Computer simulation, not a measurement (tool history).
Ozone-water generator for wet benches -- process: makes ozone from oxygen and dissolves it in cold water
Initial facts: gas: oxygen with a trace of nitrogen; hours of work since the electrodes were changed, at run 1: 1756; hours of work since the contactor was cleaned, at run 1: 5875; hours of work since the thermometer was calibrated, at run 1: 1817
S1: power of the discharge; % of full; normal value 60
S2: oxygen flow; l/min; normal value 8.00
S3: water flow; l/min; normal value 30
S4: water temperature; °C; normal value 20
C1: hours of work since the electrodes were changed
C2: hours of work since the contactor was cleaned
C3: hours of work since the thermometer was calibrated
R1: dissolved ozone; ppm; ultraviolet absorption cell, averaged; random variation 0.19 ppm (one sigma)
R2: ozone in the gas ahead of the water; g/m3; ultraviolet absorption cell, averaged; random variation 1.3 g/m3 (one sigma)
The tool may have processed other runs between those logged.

run   hour  S1     S2  S3  S4    C1    C2    C3    R1     R2
  1    0.0  60   8.00  30  20  1756  5875  1817  25.4  236.5
  2   34.8  60   8.00  30  20  1788  5908  1850  25.3  234.7
  3   64.4  60   8.00  30  20  1816  5936  1877  25.3  234.6
  4   91.9  60   8.00  30  20  1842  5961  1903  25.1  232.7
  5  139.0  60   6.90  30  20  1886  6006  1947  24.6  248.0
  6  173.2  60   6.90  30  20  1918  6038  1979  24.6  248.8
  7  217.7  60   5.98  30  20  1959  6079  2021  23.8  263.2
  8  239.3  60   5.98  30  20  1980  6099  2041  23.7  261.2
     242.3  -- water thermometer calibrated
  9  285.1  60   5.98  30  20  2022  6142    40  23.8  261.1
 10  323.0  60   5.98  30  20  2057  6177    76  23.9  262.3
 11  360.8  60   8.00  30  20  2093  6213   111  25.1  233.8
 12  383.4  60   8.00  30  20  2114  6234   132  25.1  231.7
 13  428.0  88   8.00  30  20  2156  6276   174  31.0  288.1
     464.5  -- water thermometer calibrated, once more
 14  470.6  60   8.01  28  20  2195  6315     6  26.4  232.5
 15  514.2  60   8.01  28  20  2236  6356    46  26.1  231.1
 16  551.9  78  11.27  45  23  2271  6391    82  21.8  235.8
 17  589.2  60   8.00  23  20  2306  6426   117  29.8  231.9
 18  637.0  60   5.52  39  20  2351  6471   161  18.7  269.9
 19  684.9  42   9.29  39  20  2396  6516   206  17.4  180.0
 20  712.6  42   9.29  39  20  2422  6542   232  17.3  176.9
 21  738.7  42   9.29  39  20  2446  6566   257  17.2  180.3
 22  782.4  62   8.00  43  20  2487  6607   298  19.8  235.5
 23  813.8  45   8.00  30  13  2516  6636   327  23.6  196.8
 24  837.3  45   8.00  30  13  2538  6658   349  23.4  197.3
 25  864.3  84  11.58  30  20  2564  6684   374  31.3  239.5
 26  912.4  53   8.36  39  14  2609  6729   419  20.8  213.3

Alternative continuations, all from the tool just after run 26; predict every row:
  A  935.7  71  4.23  30  15  2631  6750  441   ?   ?
  B  935.7  81  4.70  39  26  2631  6750  441   ?   ?
  C  935.7  53  4.42  43  17  2631  6750  441   ?   ?
  D  935.7  60  8.00  30  12  2631  6750  441   ?   ?
  E  935.7  60  8.00  30  25  2631  6750  441   ?   ?

run    R1     R2
  A  25.2  326.9
  B  19.7  335.8
  C  15.2  272.4
  D  27.8  230.7
  E  22.9  231.3
Take away the tool's hidden state, keep each run's random variation, and the runs would have read:
run    R1     R2
  A  27.1  339.8
  B  21.3  350.0
  C  16.3  281.2
  D  29.8  238.9
  E  24.5  239.5
